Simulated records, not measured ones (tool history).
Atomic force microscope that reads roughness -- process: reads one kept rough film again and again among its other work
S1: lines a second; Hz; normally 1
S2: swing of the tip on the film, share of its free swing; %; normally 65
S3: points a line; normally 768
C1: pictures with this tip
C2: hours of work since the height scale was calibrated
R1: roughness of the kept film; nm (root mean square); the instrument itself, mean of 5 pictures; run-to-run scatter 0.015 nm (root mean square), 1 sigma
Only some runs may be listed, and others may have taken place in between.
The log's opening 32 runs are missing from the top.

run	hour	S1	S2	S3	C1	C2	R1
33	207.3	0.62	65	257	192	245	3.493
34	215.1	1	73	768	207	250	3.454
35	223.6	0.77	80	768	223	255	3.48
36	231.7	1	65	823	238	259	3.588
37	237.5	2.73	88	438	249	262	2.78
38	245.5	2.73	88	438	264	267	2.794
39	253.2	2.73	68	317	278	271	3.261
40	259.1	1	65	729	289	275	3.532
41	266.6	1.82	65	615	303	279	3.463
42	272.1	1.82	73	414	314	282	3.304
43	276.1	2.69	73	414	321	285	3.183
44	282.3	1.9	63	436	333	288	3.441
45	288.2	2.86	65	611	344	292	3.336
46	294.9	0.68	65	611	356	295	3.59
47	300.4	1	59	316	366	298	3.513
# hour 305.4: new tip fitted
48	305.6	1	59	316	0	301	3.543
49	310.9	1	59	316	10	304	3.513
50	319.1	1.64	85	547	26	309	3.163
51	324	1.64	85	547	35	312	3.166
52	327.8	0.96	67	386	42	314	3.488
53	333.8	0.96	67	386	53	317	3.484
54	340.1	0.96	80	425	65	321	3.392

Below are 3 alternative next runs, each starting from the tool's condition after run 54. Predict each:
A	346.4	1.11	66	286	77	325	?
B	346.4	1	65	502	77	325	?
C	346.4	1	65	902	77	325	?

run	R1
A	3.467
B	3.511
C	3.54
Without the tool's unlogged condition, the same runs would have read:
run	R1
A	3.471
B	3.515
C	3.543
